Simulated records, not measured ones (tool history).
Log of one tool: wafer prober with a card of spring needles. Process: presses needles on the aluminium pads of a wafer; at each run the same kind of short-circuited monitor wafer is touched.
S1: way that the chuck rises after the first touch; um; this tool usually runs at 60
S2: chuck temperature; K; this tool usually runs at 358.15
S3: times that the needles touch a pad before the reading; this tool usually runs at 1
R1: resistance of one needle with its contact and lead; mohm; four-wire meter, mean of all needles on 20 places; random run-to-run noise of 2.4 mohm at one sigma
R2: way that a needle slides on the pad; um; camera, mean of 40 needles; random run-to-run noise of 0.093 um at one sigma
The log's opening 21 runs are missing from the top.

-- hour=137.3 tips cleaned on abrasive film
run 22 hour=140.2 | S1=77 S2=358.15 S3=1 | R1=276 R2=12.64
-- hour=144.1 tips cleaned on abrasive film
run 23 hour=148.7 | S1=60 S2=346.15 S3=1 | R1=294 R2=9.6
-- hour=150.7 tips cleaned on abrasive film
-- hour=158 tips cleaned on abrasive film
run 24 hour=158.3 | S1=68 S2=358.15 S3=2 | R1=268 R2=10.94
-- hour=164.6 tips cleaned on abrasive film
run 25 hour=165.5 | S1=68 S2=358.15 S3=1 | R1=276 R2=11.15
run 26 hour=170.3 | S1=76 S2=299.15 S3=1 | R1=271 R2=12.5
-- hour=171.4 tips cleaned on abrasive film
run 27 hour=176.7 | S1=56 S2=358.15 S3=2 | R1=300 R2=8.85
-- hour=178.2 tips cleaned on abrasive film
-- hour=185.1 tips cleaned on abrasive film
run 28 hour=185.7 | S1=60 S2=335.15 S3=2 | R1=272 R2=9.5
-- hour=191.6 tips cleaned on abrasive film
run 29 hour=195.4 | S1=60 S2=333.15 S3=2 | R1=284 R2=9.45
-- hour=198.3 tips cleaned on abrasive film
run 30 hour=200.2 | S1=63 S2=322.15 S3=1 | R1=279 R2=10.09
-- hour=205.4 tips cleaned on abrasive film
run 31 hour=205.6 | S1=63 S2=322.15 S3=1 | R1=268 R2=9.88
-- hour=212.5 tips cleaned on abrasive film
run 32 hour=214.2 | S1=65 S2=322.15 S3=2 | R1=272 R2=10.53
-- hour=219.3 tips cleaned on abrasive film
run 33 hour=220.2 | S1=65 S2=322.15 S3=2 | R1=265 R2=10.28

Consider 4 possible next runs. They are alternatives, not a sequence: every one starts from the tool as it was left by run 33. What does each give?
-- hour=226 tips cleaned on abrasive film
run A hour=229.7 | S1=58 S2=310.15 S3=2 | R1=? R2=?
-- hour=226 tips cleaned on abrasive film
run B hour=229.7 | S1=65 S2=322.15 S3=2 | R1=? R2=?
-- hour=226 tips cleaned on abrasive film
run C hour=229.7 | S1=65 S2=322.15 S3=2 | R1=? R2=?
-- hour=226 tips cleaned on abrasive film
run D hour=229.7 | S1=57 S2=327.15 S3=3 | R1=? R2=?

run=A R1=280 R2=9.07
run=B R1=278 R2=10.43
run=C R1=281 R2=10.31
run=D R1=278 R2=8.9
The same runs, with their run-to-run variation unchanged, on a tool lacking any hidden condition would have given:
run=A R1=255 R2=10.15
run=B R1=258 R2=11.52
run=C R1=261 R2=11.39
run=D R1=261 R2=9.97

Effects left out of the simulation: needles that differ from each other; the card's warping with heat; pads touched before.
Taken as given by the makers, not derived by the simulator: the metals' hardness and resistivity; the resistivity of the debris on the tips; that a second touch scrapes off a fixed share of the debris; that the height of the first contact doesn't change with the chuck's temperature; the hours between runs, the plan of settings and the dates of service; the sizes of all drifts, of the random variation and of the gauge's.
